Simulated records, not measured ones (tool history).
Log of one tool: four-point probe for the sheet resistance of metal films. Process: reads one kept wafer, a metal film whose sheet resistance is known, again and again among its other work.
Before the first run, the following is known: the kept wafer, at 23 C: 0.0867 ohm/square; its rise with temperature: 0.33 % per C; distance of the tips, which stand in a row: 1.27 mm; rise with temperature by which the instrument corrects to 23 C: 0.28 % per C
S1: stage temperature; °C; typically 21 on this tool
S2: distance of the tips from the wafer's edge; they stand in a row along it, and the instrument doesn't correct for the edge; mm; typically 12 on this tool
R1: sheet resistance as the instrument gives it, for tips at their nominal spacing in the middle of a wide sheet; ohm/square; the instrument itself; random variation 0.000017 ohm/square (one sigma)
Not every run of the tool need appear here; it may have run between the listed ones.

| run | day | S1 | S2 | R1 |
|---|---|---|---|---|
| 1 | 0 | 21 | 12 | 0.087102 |
| 2 | 3.504 | 21 | 12 | 0.087094 |
| 3 | 8.617 | 21 | 12 | 0.087092 |
| 4 | 12.088 | 21 | 12 | 0.087096 |
| 5 | 16.275 | 21 | 74 | 0.086601 |
| 6 | 19.221 | 21 | 12 | 0.0871 |
| 7 | 21.308 | 21 | 40 | 0.086644 |
| 8 | 25.054 | 23 | 12 | 0.087206 |
| 9 | 27.475 | 21 | 12 | 0.0871 |
| 10 | 31.388 | 21 | 12 | 0.087106 |
| 11 | 33.479 | 21 | 12 | 0.087078 |
| 12 | 36.704 | 24 | 12 | 0.087253 |
| 13 | 40.1 | 21 | 18 | 0.086832 |
| 14 | 43.625 | 21 | 12 | 0.087117 |
| 15 | 46.754 | 21 | 12 | 0.087081 |
| 16 | 51.379 | 21 | 12 | 0.087107 |
| 17 | 55.838 | 21 | 12 | 0.087092 |

Expected results for the next run?
|  | 59.771 | new probe head fitted |
| 18 | 60.388 | 21 | 12 | ? |

Run 18 yielded R1 0.087116 ohm/square.
Take away the tool's hidden state, keep the run-to-run variation as it was, and the same run would have given R1 0.087097 ohm/square.
